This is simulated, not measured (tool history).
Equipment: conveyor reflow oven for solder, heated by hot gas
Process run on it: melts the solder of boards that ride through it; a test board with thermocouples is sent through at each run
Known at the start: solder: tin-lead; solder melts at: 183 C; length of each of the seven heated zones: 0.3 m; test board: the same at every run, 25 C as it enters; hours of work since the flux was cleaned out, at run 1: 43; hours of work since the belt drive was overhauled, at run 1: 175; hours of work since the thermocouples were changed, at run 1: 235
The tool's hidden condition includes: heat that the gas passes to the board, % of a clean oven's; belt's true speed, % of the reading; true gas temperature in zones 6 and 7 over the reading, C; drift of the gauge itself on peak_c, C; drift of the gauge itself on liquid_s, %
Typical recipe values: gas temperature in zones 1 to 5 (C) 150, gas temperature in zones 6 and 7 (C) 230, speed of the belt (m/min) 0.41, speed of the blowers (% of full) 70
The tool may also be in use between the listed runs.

| run | hour | gas temperature in zones 1 to 5 (C) | gas temperature in zones 6 and 7 (C) | speed of the belt (m/min) | speed of the blowers (% of full) | hours of work since the flux was cleaned out | hours of work since the belt drive was overhauled | hours of work since the thermocouples were changed | highest temperature of the board (C) | time above the solder's melting point (s) |
|---|---|---|---|---|---|---|---|---|---|---|
| 1 | 0 | 150 | 230 | 0.41 | 70 | 43 | 175 | 235 | 216.91 | 71 |
| 2 | 6.1 | 153 | 230 | 0.41 | 70 | 45 | 177 | 237 | 217.22 | 73.1 |
| 3 | 11.9 | 150 | 230 | 0.41 | 70 | 48 | 180 | 240 | 216.87 | 71.3 |
| 4 | 18 | 150 | 230 | 0.41 | 70 | 50 | 182 | 242 | 216.87 | 71.4 |
| 5 | 23.4 | 150 | 230 | 0.41 | 70 | 53 | 185 | 245 | 216.83 | 71.2 |
| 6 | 29.1 | 150 | 230 | 0.41 | 70 | 55 | 187 | 247 | 216.79 | 71.3 |
| 7 | 36.9 | 150 | 230 | 0.41 | 70 | 58 | 190 | 250 | 216.7 | 71.3 |
| 8 | 43.4 | 150 | 220 | 0.41 | 70 | 61 | 193 | 253 | 208.02 | 63.5 |
| 9 | 50.6 | 150 | 237 | 0.342 | 66 | 64 | 196 | 256 | 226.39 | 94.5 |
| 10 | 61.3 | 150 | 230 | 0.389 | 82 | 68 | 200 | 260 | 219.99 | 78.6 |
| 11 | 66.6 | 148 | 230 | 0.36 | 70 | 71 | 203 | 263 | 219.47 | 83.6 |
| 12 | 72.1 | 148 | 220 | 0.36 | 51 | 73 | 205 | 265 | 206.72 | 68.8 |
| 13 | 82.6 | 155 | 230 | 0.348 | 76 | 77 | 209 | 269 | 222.03 | 92.5 |
| 14 | 93.2 | 155 | 230 | 0.348 | 76 | 82 | 214 | 274 | 221.89 | 92.5 |
| 15 | 100.2 | 150 | 221 | 0.41 | 70 | 85 | 217 | 277 | 208.76 | 64.4 |
| 16 | 110.2 | 150 | 221 | 0.41 | 70 | 89 | 221 | 281 | 208.9 | 64.2 |

What if the next run were any one of these 4? Each begins from the tool's condition after run 16:
| A | 119.4 | 160 | 239 | 0.38 | 70 | 93 | 225 | 285 | ? | ? |
| B | 119.4 | 150 | 218 | 0.399 | 56 | 93 | 225 | 285 | ? | ? |
| C | 119.4 | 149 | 230 | 0.453 | 70 | 93 | 225 | 285 | ? | ? |
| D | 119.4 | 153 | 230 | 0.358 | 73 | 93 | 225 | 285 | ? | ? |

| run | highest temperature of the board (C) | time above the solder's melting point (s) |
|---|---|---|
| A | 227.82 | 91 |
| B | 204.06 | 59 |
| C | 213.7 | 60.7 |
| D | 220.67 | 87.6 |
Without the tool's hidden state the same runs would have given:
| run | highest temperature of the board (C) | time above the solder's melting point (s) |
|---|---|---|
| A | 227.98 | 90.6 |
| B | 204.18 | 58.9 |
| C | 213.9 | 60.6 |
| D | 220.83 | 87.2 |

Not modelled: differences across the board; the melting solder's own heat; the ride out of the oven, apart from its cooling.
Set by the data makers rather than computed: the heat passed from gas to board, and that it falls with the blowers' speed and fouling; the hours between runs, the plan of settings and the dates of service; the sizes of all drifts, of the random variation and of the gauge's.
